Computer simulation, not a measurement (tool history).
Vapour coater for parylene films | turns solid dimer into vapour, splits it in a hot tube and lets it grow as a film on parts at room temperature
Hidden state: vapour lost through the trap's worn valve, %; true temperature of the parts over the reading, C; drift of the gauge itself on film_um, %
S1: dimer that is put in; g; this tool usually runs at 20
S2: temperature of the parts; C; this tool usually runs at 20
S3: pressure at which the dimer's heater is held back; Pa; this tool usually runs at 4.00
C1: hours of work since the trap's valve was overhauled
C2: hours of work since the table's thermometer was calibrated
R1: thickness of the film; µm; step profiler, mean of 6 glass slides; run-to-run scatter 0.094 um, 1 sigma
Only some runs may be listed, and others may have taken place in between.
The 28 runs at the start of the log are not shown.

run    hour  S1  S2     S3   C1   C2     R1
 29   949.2  20  14  10.97  413  121  11.13
 30   976.3  20  20   4.83  433  141  10.53
      979.8  -- table's thermometer calibrated, once more
 31  1009.3  20  15   4.09  456   22  12.50
     1036.8  -- trap's valve overhauled
 32  1059.2  22  15   5.40   16   55  14.29
 33  1079.3  18  13   5.90   31   70  12.27
 34  1107.0   9  13   2.20   52   90   7.66
 35  1134.3  27  24   3.45   72  111  13.57
 36  1164.4  20  23   5.54   94  133   9.34
 37  1199.8  11  20   7.33  120  159   5.42
 38  1227.5  11  20   7.33  140  179   5.34
 39  1258.2  11  20   7.33  163  201   5.35
 40  1299.7   9  15   4.52  193  232   5.85
 41  1330.3   9  15   4.52  215  254   5.82
 42  1368.7   8  15   4.07  244  283   5.31
 43  1410.8   8  15   4.07  275  313   5.26
 44  1441.8   8  19   2.42  297  336   5.06
 45  1474.4  11  12   6.32  321  360   7.19
 46  1505.7  30  20  10.00  344  383  13.03

3 options for the next run, each taken on its own from the tool as it stands now. Forecast them:
  A  1543.1  24  17  9.81  372  411   ?
  B  1543.1   8  16  8.81  372  411   ?
  C  1543.1  18  24  5.26  372  411   ?

run     R1
  A  11.65
  B   4.16
  C   7.54
Without the tool's unlogged condition, the same runs would have read:
run     R1
  A  12.63
  B   4.51
  C   8.17

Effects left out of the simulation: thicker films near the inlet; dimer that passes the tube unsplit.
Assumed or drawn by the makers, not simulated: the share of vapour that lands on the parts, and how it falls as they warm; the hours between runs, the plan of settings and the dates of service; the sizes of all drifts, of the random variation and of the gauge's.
